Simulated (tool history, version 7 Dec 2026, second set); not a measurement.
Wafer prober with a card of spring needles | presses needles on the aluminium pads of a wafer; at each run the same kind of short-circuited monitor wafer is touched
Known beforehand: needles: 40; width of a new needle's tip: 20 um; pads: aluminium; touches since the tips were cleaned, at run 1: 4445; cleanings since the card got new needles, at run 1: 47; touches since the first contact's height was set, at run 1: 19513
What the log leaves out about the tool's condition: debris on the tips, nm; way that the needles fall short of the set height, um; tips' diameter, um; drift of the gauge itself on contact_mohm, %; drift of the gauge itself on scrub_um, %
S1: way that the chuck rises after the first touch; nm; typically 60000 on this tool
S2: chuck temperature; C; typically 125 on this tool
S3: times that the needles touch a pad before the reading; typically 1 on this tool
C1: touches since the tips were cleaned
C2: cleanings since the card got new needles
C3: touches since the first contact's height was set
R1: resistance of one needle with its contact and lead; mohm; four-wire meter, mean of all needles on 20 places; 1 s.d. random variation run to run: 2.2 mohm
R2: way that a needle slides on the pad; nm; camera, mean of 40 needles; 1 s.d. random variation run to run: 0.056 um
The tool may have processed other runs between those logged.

| run | hour | S1 | S2 | S3 | C1 | C2 | C3 | R1 | R2 |
|---|---|---|---|---|---|---|---|---|---|
| 1 | 0.0 | 60000 | 125 | 1 | 4445 | 47 | 19513 | 539 | 14840 |
|  | 2.0 | tips cleaned on abrasive film |
| 2 | 11.0 | 60000 | 125 | 2 | 2997 | 48 | 23135 | 376 | 14910 |
|  | 17.8 | tips cleaned on abrasive film |
|  | 33.1 | tips cleaned on abrasive film |
| 3 | 34.2 | 60000 | 125 | 2 | 366 | 50 | 30815 | 271 | 14780 |
|  | 50.1 | tips cleaned on abrasive film |
| 4 | 57.4 | 60000 | 125 | 2 | 2453 | 51 | 38520 | 356 | 14750 |
|  | 67.0 | tips cleaned on abrasive film |
| 5 | 74.1 | 60000 | 125 | 2 | 2376 | 52 | 44044 | 363 | 14630 |
|  | 83.5 | tips cleaned on abrasive film |
| 6 | 87.6 | 48000 | 125 | 2 | 1353 | 53 | 48515 | 386 | 11680 |
|  | 99.9 | tips cleaned on abrasive film |
| 7 | 112.0 | 48000 | 125 | 2 | 4030 | 54 | 56620 | 520 | 11720 |
|  | 115.7 | tips cleaned on abrasive film |
| 8 | 130.1 | 48000 | 125 | 2 | 4772 | 55 | 62600 | 552 | 11600 |
|  | 131.3 | tips cleaned on abrasive film |
|  | 147.5 | tips cleaned on abrasive film |
| 9 | 153.1 | 63000 | 52 | 2 | 1849 | 57 | 70206 | 324 | 15180 |
|  | 163.1 | tips cleaned on abrasive film |
| 10 | 163.1 | 40000 | 65 | 1 | 0 | 58 | 73518 | 336 | 9600 |
|  | 179.3 | tips cleaned on abrasive film |
| 11 | 185.8 | 53000 | 47 | 1 | 2174 | 59 | 81059 | 502 | 12830 |

Below are 4 alternative next runs, each starting from the tool's condition after run 11. Predict each:
|  | 196.0 | tips cleaned on abrasive film |
| A | 199.6 | 63000 | 125 | 1 | 1213 | 60 | 85621 | ? | ? |
|  | 196.0 | tips cleaned on abrasive film |
| B | 199.6 | 60000 | 125 | 1 | 1213 | 60 | 85621 | ? | ? |
|  | 196.0 | tips cleaned on abrasive film |
| C | 199.6 | 53000 | 47 | 2 | 1213 | 60 | 85621 | ? | ? |
|  | 196.0 | tips cleaned on abrasive film |
| D | 199.6 | 73000 | 124 | 1 | 1213 | 60 | 85621 | ? | ? |

| run | R1 | R2 |
|---|---|---|
| A | 345 | 15230 |
| B | 357 | 14500 |
| C | 327 | 12790 |
| D | 317 | 17750 |
Without the tool's hidden state the same runs would have given:
| run | R1 | R2 |
|---|---|---|
| A | 239 | 15670 |
| B | 241 | 14940 |
| C | 225 | 13230 |
| D | 237 | 18190 |

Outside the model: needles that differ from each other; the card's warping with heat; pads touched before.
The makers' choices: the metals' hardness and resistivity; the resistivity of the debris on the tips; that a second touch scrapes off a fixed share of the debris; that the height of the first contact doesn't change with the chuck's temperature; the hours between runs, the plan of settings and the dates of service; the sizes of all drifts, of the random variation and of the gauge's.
